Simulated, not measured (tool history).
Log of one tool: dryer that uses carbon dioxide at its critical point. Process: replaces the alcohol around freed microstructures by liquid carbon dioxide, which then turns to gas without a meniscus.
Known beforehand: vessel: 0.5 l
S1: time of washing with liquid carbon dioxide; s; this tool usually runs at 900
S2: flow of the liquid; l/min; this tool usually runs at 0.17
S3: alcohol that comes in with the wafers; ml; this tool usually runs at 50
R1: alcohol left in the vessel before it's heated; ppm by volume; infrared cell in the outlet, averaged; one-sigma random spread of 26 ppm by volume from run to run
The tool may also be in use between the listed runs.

run   hour    S1     S2   S3     R1
  1      0   900   0.17   50   2216
  2     15   540   0.17   50  10745
  3     25   900   0.17  112   5469
  4   46.1   900   0.17  112   5757
  5   60.3   900   0.17   52   2789
  6   71.4   900   0.17   52   2904
  7     92   900   0.17   50   3003
  8  109.3   900   0.17   50   3083
  9  123.6   900   0.17   50   3265
 10  142.1   900   0.17   50   3379
     145.1  -- inlet filter changed
 11  158.5   900  0.172   50   1696
 12  176.6   900  0.172   50   1821
 13  198.7   900  0.172   50   1920
 14    215   900  0.172   50   2020
 15  229.3   900  0.172   50   2133
 16    249   900  0.172   50   2254
 17    270   900  0.172   50   2407
 18  289.3   900   0.17   50   2560
 19  305.5   900   0.17   50   2679
 20  318.5   900  0.184   50   2104
 21  328.4   900  0.184   50   2210
 22  345.2   900   0.17   50   3085
 23  365.1   900   0.17   50   3239
 24  374.5  1200   0.17   36    793
 25  388.4  1200   0.17   36    821
     391.8  -- inlet filter changed
 26  402.2  1200  0.274   36     43
 27  424.1   960  0.103   57   8537
 28  440.8   660  0.169   32   3787
 29  461.6   660  0.169   32   3877
 30  477.2   720   0.17   50   4848
 31  494.6  1080  0.149   55   2089
 32    511   960  0.211   39    642
 33  528.5   900  0.286   56    310
 34  547.1  1080   0.11  115  13249
 35  566.1  1080   0.11  115  14241
 36  576.4  1080   0.11  115  14627
 37  594.3   720   0.11   81  26110
 38  609.3   720   0.11   81  27255
 39  619.5  1260   0.11   42   3806
 40  629.6   600   0.12   50  19940
     638.8  -- inlet filter changed
 41  642.9   600  0.228   40   2319
 42  664.5   600  0.228   40   2406
 43  686.6   900  0.167   22    995
 44  697.3  1020  0.282   50    123
 45  719.5   540  0.174   25   5071
     732.5  -- purifier's bed changed
 46  742.1   660  0.167   60   8342

What would each run have given without the hidden state, its run-to-run variation left as it was?
Unlogged tool condition in this case: flow that reaches the vessel past the clogged filter, %; alcohol in the recycled carbon dioxide, ppm; drift of the gauge itself on alcohol_ppm, %.
run     R1
  1   1698
  2   8938
  3   3903
  4   3857
  5   1787
  6   1797
  7   1744
  8   1696
  9   1725
 10   1699
 11   1605
 12   1631
 13   1613
 14   1620
 15   1637
 16   1637
 17   1647
 18   1671
 19   1668
 20   1210
 21   1235
 22   1719
 23   1704
 24    320
 25    310
 26     12
 27   7888
 28   3334
 29   3270
 30   3897
 31   1472
 32    375
 33    137
 34   9126
 35   9364
 36   9400
 37  18921
 38  19307
 39   2003
 40  14167
 41   2191
 42   2151
 43    802
 44     52
 45   4248
 46   6583
